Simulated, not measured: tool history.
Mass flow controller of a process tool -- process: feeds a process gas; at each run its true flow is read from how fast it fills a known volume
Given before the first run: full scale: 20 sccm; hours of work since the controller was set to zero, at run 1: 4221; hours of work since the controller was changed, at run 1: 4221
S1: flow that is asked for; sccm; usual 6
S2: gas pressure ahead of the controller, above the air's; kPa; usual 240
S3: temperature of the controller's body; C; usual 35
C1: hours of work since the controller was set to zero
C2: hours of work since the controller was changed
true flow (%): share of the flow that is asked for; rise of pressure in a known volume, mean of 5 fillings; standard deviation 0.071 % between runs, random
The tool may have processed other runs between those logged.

Run 1, day 0: usual settings; C1 4221; C2 4221. Result: true flow (%) 100.45.
Run 2, day 19.358: usual settings but S1 8 sccm; C1 4408; C2 4408. Result: true flow (%) 99.92.
Run 3, day 31.621: usual settings but S1 8 sccm, S3 39 C; C1 4526; C2 4526. Result: true flow (%) 100.22.
Run 4, day 39.633: usual settings but S1 8 sccm, S3 39 C; C1 4604; C2 4604. Result: true flow (%) 100.2.
Run 5, day 58.771: usual settings but S1 8 sccm, S3 39 C; C1 4788; C2 4788. Result: true flow (%) 100.26.
Run 6, day 67.521: usual settings but S2 164 kPa; C1 4873; C2 4873. Result: true flow (%) 100.82.
Run 7, day 77.838: usual settings but S2 164 kPa; C1 4972; C2 4972. Result: true flow (%) 100.93.
Run 8, day 86.379: usual settings but S2 164 kPa; C1 5054; C2 5054. Result: true flow (%) 100.83.
Run 9, day 95.729: usual settings but S2 246 kPa; C1 5145; C2 5145. Result: true flow (%) 100.44.
Run 10, day 113.6: usual settings; C1 5317; C2 5317. Result: true flow (%) 100.54.
Run 11, day 123.833: usual settings; C1 5416; C2 5416. Result: true flow (%) 100.37.
Run 12, day 132.404: usual settings; C1 5498; C2 5498. Result: true flow (%) 100.53.
Run 13, day 142.867: usual settings but S2 157 kPa; C1 5599; C2 5599. Result: true flow (%) 100.95.
Run 14, day 154.262: usual settings but S3 21 C; C1 5709; C2 5709. Result: true flow (%) 99.01.
Run 15, day 173.125: usual settings but S2 166 kPa; C1 5891; C2 5891. Result: true flow (%) 100.82.
At day 182.758: controller's zero set anew.
Run 16, day 188.317: usual settings but S2 208 kPa; C1 54; C2 6038. Result: true flow (%) 97.33.
Run 17, day 204.567: usual settings but S2 208 kPa; C1 210; C2 6194. Result: true flow (%) 97.31.
Run 18, day 218.479: usual settings but S3 24 C; C1 345; C2 6328. Result: true flow (%) 95.9.
Run 19, day 231.117: usual settings but S3 24 C; C1 466; C2 6450. Result: true flow (%) 95.93.
Run 20, day 248.154: usual settings but S3 24 C; C1 631; C2 6615. Result: true flow (%) 96.01.
Run 21, day 259.825: usual settings but S3 24 C; C1 743; C2 6727. Result: true flow (%) 95.95.
At day 269.912: controller exchanged for a calibrated one.
Run 22, day 279.412: usual settings but S2 256 kPa; C1 92; C2 92. Result: true flow (%) 100.08.
Run 23, day 289.388: usual settings but S2 256 kPa; C1 188; C2 188. Result: true flow (%) 100.06.
Run 24, day 301.267: usual settings; C1 302; C2 302. Result: true flow (%) 100.31.
Run 25, day 316.358: usual settings; C1 448; C2 448. Result: true flow (%) 100.16.
Run 26, day 329.083: usual settings; C1 571; C2 571. Result: true flow (%) 100.26.
Run 27, day 341.838: usual settings but S1 11 sccm, S2 156 kPa, S3 24 C; C1 694; C2 694. Result: true flow (%) 99.49.
Run 28, day 356.929: usual settings but S1 18 sccm, S2 157 kPa, S3 25 C; C1 839; C2 839. Result: true flow (%) 99.71.
Run 29, day 372.196: usual settings but S1 18 sccm, S2 157 kPa, S3 25 C; C1 987; C2 987. Result: true flow (%) 99.76.
Run 30, day 383.171: usual settings but S1 5 sccm, S2 271 kPa, S3 31 C; C1 1092; C2 1092. Result: true flow (%) 99.79.
Run 31, day 401.129: usual settings but S1 3 sccm, S2 193 kPa, S3 39 C; C1 1266; C2 1266. Result: true flow (%) 101.76.
Run 32, day 417.35: usual settings but S1 2 sccm, S2 193 kPa; C1 1422; C2 1422. Result: true flow (%) 102.16.
Run 33, day 426.975: usual settings but S2 197 kPa; C1 1515; C2 1515. Result: true flow (%) 100.55.
Run 34, day 437.512: usual settings but S2 197 kPa; C1 1617; C2 1617. Result: true flow (%) 100.63.
Run 35, day 448.2: usual settings but S2 197 kPa; C1 1720; C2 1720. Result: true flow (%) 100.64.
Run 36, day 461.1: usual settings but S2 147 kPa, S3 25 C; C1 1844; C2 1844. Result: true flow (%) 99.78.
Run 37, day 470.325: usual settings but S1 4 sccm, S2 225 kPa, S3 30 C; C1 1933; C2 1933. Result: true flow (%) 100.39.
Run 38, day 482.4: usual settings but S1 4 sccm, S2 225 kPa, S3 30 C; C1 2050; C2 2050. Result: true flow (%) 100.55.
Run 39, day 493.883: usual settings but S1 4 sccm, S2 225 kPa, S3 30 C; C1 2160; C2 2160. Result: true flow (%) 100.39.
Run 40, day 502.108: usual settings but S1 14 sccm, S2 191 kPa, S3 26 C; C1 2240; C2 2240. Result: true flow (%) 99.12.
Run 41, day 519.517: usual settings but S1 10 sccm, S2 191 kPa, S3 26 C; C1 2408; C2 2408. Result: true flow (%) 99.19.
Run 42, day 531.033: usual settings but S1 3 sccm, S2 149 kPa; C1 2519; C2 2519. Result: true flow (%) 102.42.
Run 43, day 543.85: usual settings but S1 3 sccm, S2 149 kPa; C1 2642; C2 2642. Result: true flow (%) 102.5.

Forecast run 44:
Run 44, day 557.633: usual settings but S1 2 sccm, S2 243 kPa, S3 25 C; C1 2775; C2 2775. Result: true flow (%) ?.

{"run 44": {"true flow (%)": 102.66}}
Had the tool carried no hidden state, the very same run would have given true flow (%) 99.06.
